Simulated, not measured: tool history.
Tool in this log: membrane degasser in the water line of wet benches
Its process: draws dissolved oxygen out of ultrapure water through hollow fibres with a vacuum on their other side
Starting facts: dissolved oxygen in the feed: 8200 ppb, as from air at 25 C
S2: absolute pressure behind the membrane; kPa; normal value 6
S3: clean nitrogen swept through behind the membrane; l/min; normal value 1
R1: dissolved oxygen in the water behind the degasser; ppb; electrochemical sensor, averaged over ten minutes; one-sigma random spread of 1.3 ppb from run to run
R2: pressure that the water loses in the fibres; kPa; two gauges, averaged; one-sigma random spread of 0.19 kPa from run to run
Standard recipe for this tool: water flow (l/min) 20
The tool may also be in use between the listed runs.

{"run": 1, "day": 0.0, "water flow (l/min)": 20, "S2": 6, "S3": 1, "R1": 130.7, "R2": 41.51}
{"run": 2, "day": 5.383, "water flow (l/min)": 20, "S2": 6, "S3": 1, "R1": 132.2, "R2": 41.43}
{"run": 3, "day": 8.696, "water flow (l/min)": 20, "S2": 6, "S3": 1, "R1": 132.4, "R2": 42}
{"run": 4, "day": 11.583, "water flow (l/min)": 20, "S2": 6, "S3": 1, "R1": 130.3, "R2": 41.45}
{"run": 5, "day": 16.088, "water flow (l/min)": 20, "S2": 6, "S3": 1, "R1": 133, "R2": 41.62}
{"run": 6, "day": 20.362, "water flow (l/min)": 20, "S2": 6.23, "S3": 1, "R1": 144.8, "R2": 42}
{"run": 7, "day": 23.188, "water flow (l/min)": 20, "S2": 6.23, "S3": 1, "R1": 142.7, "R2": 42.07}
{"run": 8, "day": 26.2, "water flow (l/min)": 20, "S2": 6.23, "S3": 1, "R1": 144.1, "R2": 41.53}
{"run": 9, "day": 31.279, "water flow (l/min)": 20, "S2": 6.23, "S3": 1, "R1": 141.5, "R2": 41.78}
{"run": 10, "day": 35.754, "water flow (l/min)": 20, "S2": 6.23, "S3": 1, "R1": 142.3, "R2": 42.07}
{"day": 36.062, "done": "vacuum gauge calibrated"}
{"run": 11, "day": 40.588, "water flow (l/min)": 20, "S2": 6.23, "S3": 1, "R1": 144, "R2": 41.77}
{"run": 12, "day": 44.017, "water flow (l/min)": 20, "S2": 6, "S3": 1, "R1": 135, "R2": 41.72}
{"run": 13, "day": 48.638, "water flow (l/min)": 20, "S2": 6, "S3": 1, "R1": 137, "R2": 42.07}
{"run": 14, "day": 52.642, "water flow (l/min)": 20, "S2": 6, "S3": 1, "R1": 132.2, "R2": 41.82}
{"run": 15, "day": 57.825, "water flow (l/min)": 20, "S2": 6, "S3": 0.51, "R1": 232.2, "R2": 41.51}
{"day": 58.517, "done": "vacuum gauge calibrated, once more"}
{"run": 16, "day": 60.938, "water flow (l/min)": 20, "S2": 6, "S3": 0.51, "R1": 223.9, "R2": 41.86}
{"run": 17, "day": 64.546, "water flow (l/min)": 23, "S2": 14.71, "S3": 2.13, "R1": 293.4, "R2": 48.24}
{"run": 18, "day": 68.825, "water flow (l/min)": 23, "S2": 14.71, "S3": 1.74, "R1": 350.5, "R2": 47.95}
{"run": 19, "day": 72.75, "water flow (l/min)": 30, "S2": 11.4, "S3": 1, "R1": 509.5, "R2": 62.51}
{"run": 20, "day": 75.258, "water flow (l/min)": 30, "S2": 11.4, "S3": 1, "R1": 515.8, "R2": 62.86}
{"run": 21, "day": 77.792, "water flow (l/min)": 30, "S2": 13.78, "S3": 0.55, "R1": 1006.1, "R2": 63.19}
{"run": 22, "day": 82.371, "water flow (l/min)": 12, "S2": 11.4, "S3": 1.09, "R1": 215.4, "R2": 25.22}
{"run": 23, "day": 87.788, "water flow (l/min)": 15, "S2": 6.63, "S3": 0.53, "R1": 209.1, "R2": 31.35}
{"run": 24, "day": 91.65, "water flow (l/min)": 15, "S2": 4.37, "S3": 0.53, "R1": 78.5, "R2": 31.31}
{"run": 25, "day": 94.583, "water flow (l/min)": 15, "S2": 4.37, "S3": 0.53, "R1": 78.5, "R2": 31.62}
{"run": 26, "day": 99.412, "water flow (l/min)": 15, "S2": 10.29, "S3": 0.53, "R1": 420, "R2": 31.66}
{"run": 27, "day": 103.504, "water flow (l/min)": 15, "S2": 10.29, "S3": 0.53, "R1": 421.1, "R2": 31.59}
{"run": 28, "day": 107.529, "water flow (l/min)": 26, "S2": 7.07, "S3": 2.24, "R1": 119.4, "R2": 54.62}
{"run": 29, "day": 109.933, "water flow (l/min)": 22, "S2": 4.44, "S3": 1, "R1": 74, "R2": 46.8}
{"run": 30, "day": 115.383, "water flow (l/min)": 20, "S2": 4.21, "S3": 2.94, "R1": 24.7, "R2": 42.02}
{"run": 31, "day": 117.629, "water flow (l/min)": 20, "S2": 6, "S3": 1.92, "R1": 79, "R2": 42.01}

3 options for the next run, each taken on its own from the tool as it stands now. Forecast them:
{"run": "A", "day": 122.929, "water flow (l/min)": 20, "S2": 5.68, "S3": 0.84, "R1": "?", "R2": "?"}
{"run": "B", "day": 122.929, "water flow (l/min)": 26, "S2": 4.3, "S3": 1.78, "R1": "?", "R2": "?"}
{"run": "C", "day": 122.929, "water flow (l/min)": 20, "S2": 6.24, "S3": 1.95, "R1": "?", "R2": "?"}

run=A R1=138.9 R2=42.12
run=B R1=53.5 R2=54.91
run=C R1=81.9 R2=42.25
Stripped of hidden state, with their random variation kept, the same runs would have yielded:
run=A R1=131.9 R2=40.81
run=B R1=47.4 R2=53.2
run=C R1=77.8 R2=40.93
